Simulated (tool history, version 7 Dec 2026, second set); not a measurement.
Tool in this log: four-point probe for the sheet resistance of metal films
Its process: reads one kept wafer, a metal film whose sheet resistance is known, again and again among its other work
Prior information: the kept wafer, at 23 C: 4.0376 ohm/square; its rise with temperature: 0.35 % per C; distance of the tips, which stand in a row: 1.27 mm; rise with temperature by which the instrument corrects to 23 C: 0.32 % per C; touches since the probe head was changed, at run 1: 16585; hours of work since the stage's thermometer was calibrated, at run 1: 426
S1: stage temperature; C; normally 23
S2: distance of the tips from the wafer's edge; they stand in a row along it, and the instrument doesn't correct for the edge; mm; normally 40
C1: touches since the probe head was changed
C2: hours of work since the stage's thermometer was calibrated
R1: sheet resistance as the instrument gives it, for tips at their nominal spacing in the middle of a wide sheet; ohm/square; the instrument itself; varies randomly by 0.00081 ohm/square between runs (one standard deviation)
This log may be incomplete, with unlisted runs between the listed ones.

run 1 day=0.000 | S1=23 S2=40 | C1=16585 C2=426 | R1=4.067975
run 2 day=1.158 | S1=23 S2=4 | C1=17262 C2=441 | R1=4.274169
run 3 day=2.729 | S1=23 S2=4 | C1=18178 C2=461 | R1=4.272682
run 4 day=3.942 | S1=23 S2=4 | C1=18886 C2=477 | R1=4.271507
run 5 day=4.779 | S1=23 S2=40 | C1=19376 C2=488 | R1=4.067078
run 6 day=6.271 | S1=23 S2=40 | C1=20248 C2=507 | R1=4.065325
run 7 day=7.050 | S1=23 S2=40 | C1=20704 C2=517 | R1=4.064701
run 8 day=7.983 | S1=23 S2=14 | C1=21247 C2=529 | R1=4.080518
run 9 day=9.254 | S1=23 S2=14 | C1=21991 C2=545 | R1=4.081197
run 10 day=10.088 | S1=23 S2=40 | C1=22476 C2=556 | R1=4.064380
run 11 day=11.479 | S1=18 S2=40 | C1=23290 C2=574 | R1=4.055377
run 12 day=12.354 | S1=18 S2=40 | C1=23800 C2=585 | R1=4.054979
run 13 day=13.846 | S1=18 S2=40 | C1=24674 C2=605 | R1=4.055479
run 14 day=14.671 | S1=18 S2=40 | C1=25154 C2=615 | R1=4.053806
run 15 day=15.971 | S1=32 S2=44 | C1=25913 C2=632 | R1=4.072897
run 16 day=17.308 | S1=23 S2=4 | C1=26695 C2=649 | R1=4.267265
run 17 day=18.071 | S1=23 S2=4 | C1=27141 C2=659 | R1=4.266756
run 18 day=19.250 | S1=27 S2=26 | C1=27828 C2=674 | R1=4.067828
run 19 day=20.500 | S1=23 S2=10 | C1=28560 C2=690 | R1=4.090212
run 20 day=21.642 | S1=23 S2=21 | C1=29226 C2=705 | R1=4.063960
run 21 day=22.529 | S1=20 S2=11 | C1=29745 C2=716 | R1=4.080321
run 22 day=24.046 | S1=24 S2=4 | C1=30630 C2=736 | R1=4.265815
run 23 day=25.108 | S1=24 S2=4 | C1=31250 C2=750 | R1=4.265004
run 24 day=25.854 | S1=33 S2=5 | C1=31687 C2=759 | R1=4.205520

Predict each of these 4 candidate next runs independently; none follows another, all start after run 24:
run A day=26.725 | S1=33 S2=14 | C1=32196 C2=770 | R1=?
run B day=26.725 | S1=24 S2=10 | C1=32196 C2=770 | R1=?
run C day=26.725 | S1=24 S2=5 | C1=32196 C2=770 | R1=?
run D day=26.725 | S1=27 S2=73 | C1=32196 C2=770 | R1=?

run=A R1=4.085406
run=B R1=4.091930
run=C R1=4.192109
run=D R1=4.060917
Take away the tool's hidden state, keep each run's random variation, and the runs would have read:
run=A R1=4.068335
run=B R1=4.074979
run=C R1=4.174788
run=D R1=4.044034
